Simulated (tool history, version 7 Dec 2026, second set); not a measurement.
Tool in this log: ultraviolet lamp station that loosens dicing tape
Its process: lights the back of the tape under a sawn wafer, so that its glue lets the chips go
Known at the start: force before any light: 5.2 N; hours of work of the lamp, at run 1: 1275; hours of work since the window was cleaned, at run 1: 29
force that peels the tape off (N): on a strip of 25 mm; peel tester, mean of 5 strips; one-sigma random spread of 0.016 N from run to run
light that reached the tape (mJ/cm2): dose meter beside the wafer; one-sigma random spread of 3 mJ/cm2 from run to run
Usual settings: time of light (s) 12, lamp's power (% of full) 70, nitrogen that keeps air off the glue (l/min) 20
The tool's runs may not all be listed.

run    hour  time of light (s)  lamp's power (% of full)  nitrogen that keeps air off the glue (l/min)  hours of work of the lamp  hours of work since the window was cleaned  force that peels the tape off (N)  light that reached the tape (mJ/cm2)
  1     0.0                 12                        70                                            20                       1275                                          29                              1.655                                   273
  2    30.0                 12                        70                                            11                       1296                                          50                              2.106                                   265
  3    56.8                 12                        70                                             7                       1316                                          69                              2.506                                   262
  4    97.8                 12                        70                                            10                       1345                                          99                              2.243                                   257
  5   128.6                 12                        70                                            10                       1367                                         121                              2.295                                   253
      163.8  -- lamp changed
  6   176.3                 15                        70                                            20                          9                                         155                              0.535                                   540
  7   227.0                 12                        70                                            20                         45                                         191                              0.860                                   415
      263.4  -- window cleaned of glue's vapour
  8   263.4                 12                        70                                            27                         71                                           0                              0.656                                   435
  9   305.6                 12                        70                                            27                        101                                          30                              0.666                                   426
 10   334.0                 12                        70                                            20                        122                                          51                              0.826                                   423
 11   377.4                 12                        70                                            10                        153                                          82                              1.353                                   405
 12   427.3                 12                        70                                            31                        189                                         118                              0.692                                   406
 13   475.0                 12                        70                                            31                        223                                         152                              0.666                                   394
 14   506.8                 12                        70                                            31                        246                                         175                              0.715                                   388
 15   549.5                 12                        70                                            13                        277                                         205                              1.264                                   378
      564.0  -- window cleaned of glue's vapour
 16   595.3                 12                        70                                            13                        309                                          22                              1.220                                   400
 17   644.2                 12                        70                                            13                        344                                          58                              1.340                                   395
 18   697.8                  6                        70                                            20                        383                                          96                              2.229                                   189
 19   720.3                  8                        77                                             6                        399                                         112                              2.481                                   277
 20   753.8                  8                        92                                            32                        423                                         136                              0.991                                   327
 21   777.8                 13                        70                                            20                        440                                         154                              0.930                                   395
 22   821.7                  7                        65                                            20                        472                                         185                              2.204                                   196
      866.2  -- window cleaned of glue's vapour
 23   870.6                  7                        70                                            20                        507                                           3                              2.026                                   221
 24   925.8                 12                        70                                            10                        546                                          43                              1.547                                   365
 25   956.7                  8                        70                                            30                        568                                          65                              1.523                                   244
 26   983.1                 14                        63                                            30                        587                                          84                              0.766                                   375
 27  1015.1                 10                        70                                            20                        610                                         107                              1.397                                   289
 28  1057.4                 14                        71                                            20                        641                                         137                              0.882                                   408
 29  1084.2                 19                        70                                            20                        660                                         157                              0.527                                   537
 30  1127.7                 19                        70                                            20                        691                                         188                              0.548                                   531
 31  1155.7                 18                        70                                            20                        711                                         208                              0.632                                   488
     1169.7  -- window cleaned of glue's vapour
 32  1198.8                  7                        70                                            18                        742                                          21                              2.238                                   205
 33  1233.4                  7                        70                                            18                        767                                          46                              2.303                                   198
 34  1272.4                 12                        61                                            20                        795                                          74                              1.457                                   283
 35  1327.1                  8                        73                                            20                        834                                         113                              1.919                                   224
 36  1359.6                 15                        94                                            10                        857                                         136                              0.986                                   539

Predict each of these 3 candidate next runs independently; none follows another, all start after run 36:
  A  1392.0                 12                        97                                            20                        881                                         160                                  ?                                     ?
  B  1392.0                  7                        70                                            34                        881                                         160                                  ?                                     ?
  C  1392.0                 13                        78                                            12                        881                                         160                                  ?                                     ?

run  force that peels the tape off (N)  light that reached the tape (mJ/cm2)
  A                              0.806                                   432
  B                              2.009                                   184
  C                              1.437                                   376
With the hidden condition removed and each run's random variation left untouched, the same runs would have given:
run  force that peels the tape off (N)  light that reached the tape (mJ/cm2)
  A                              0.388                                   620
  B                              1.328                                   263
  C                              0.830                                   539
